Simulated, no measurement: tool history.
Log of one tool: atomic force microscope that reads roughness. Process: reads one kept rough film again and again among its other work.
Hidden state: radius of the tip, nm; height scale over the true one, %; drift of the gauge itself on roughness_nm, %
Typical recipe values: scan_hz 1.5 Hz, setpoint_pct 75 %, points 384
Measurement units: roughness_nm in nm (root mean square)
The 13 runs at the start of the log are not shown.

run	day	scan_hz	setpoint_pct	points	pictures with this tip	hours of work since the height scale was calibrated	roughness_nm
14	30.192	1.5	75	389	318	1227	3.499
# day 30.875: new tip fitted
15	31.746	1.5	75	384	28	1252	3.477
16	33.188	1.5	62	384	76	1276	3.667
17	36.038	0.57	75	384	170	1322	3.662
18	38.542	1.5	64	555	252	1362	3.684
# day 41.088: new tip fitted
19	41.667	1.5	62	441	19	1412	3.659
20	44.533	1.5	62	441	113	1459	3.676
21	46.683	1.5	55	441	184	1493	3.715
22	49.017	1.5	55	441	261	1531	3.709
# day 51.321: new tip fitted
23	52.108	1.5	55	441	26	1581	3.702
24	54.704	1.5	59	441	112	1623	3.71
25	56.529	1.5	59	441	172	1652	3.682
26	59.575	2.5	83	275	272	1702	3.101
# day 61.575: new tip fitted
27	62.312	1.5	75	695	24	1745	3.513
28	64.042	1.5	75	695	81	1773	3.484
29	65.712	2.68	88	266	136	1800	2.893
30	67.554	0.85	59	617	197	1830	3.755

Forecast each of these 3 alternatives for the next run:
A	70.079	0.85	59	350	280	1871	?
B	70.079	1.5	61	384	280	1871	?
C	70.079	0.85	59	926	280	1871	?

run	roughness_nm
A	3.741
B	3.67
C	3.744
What these runs would have given with no unlogged condition in the tool:
run	roughness_nm
A	3.748
B	3.678
C	3.752

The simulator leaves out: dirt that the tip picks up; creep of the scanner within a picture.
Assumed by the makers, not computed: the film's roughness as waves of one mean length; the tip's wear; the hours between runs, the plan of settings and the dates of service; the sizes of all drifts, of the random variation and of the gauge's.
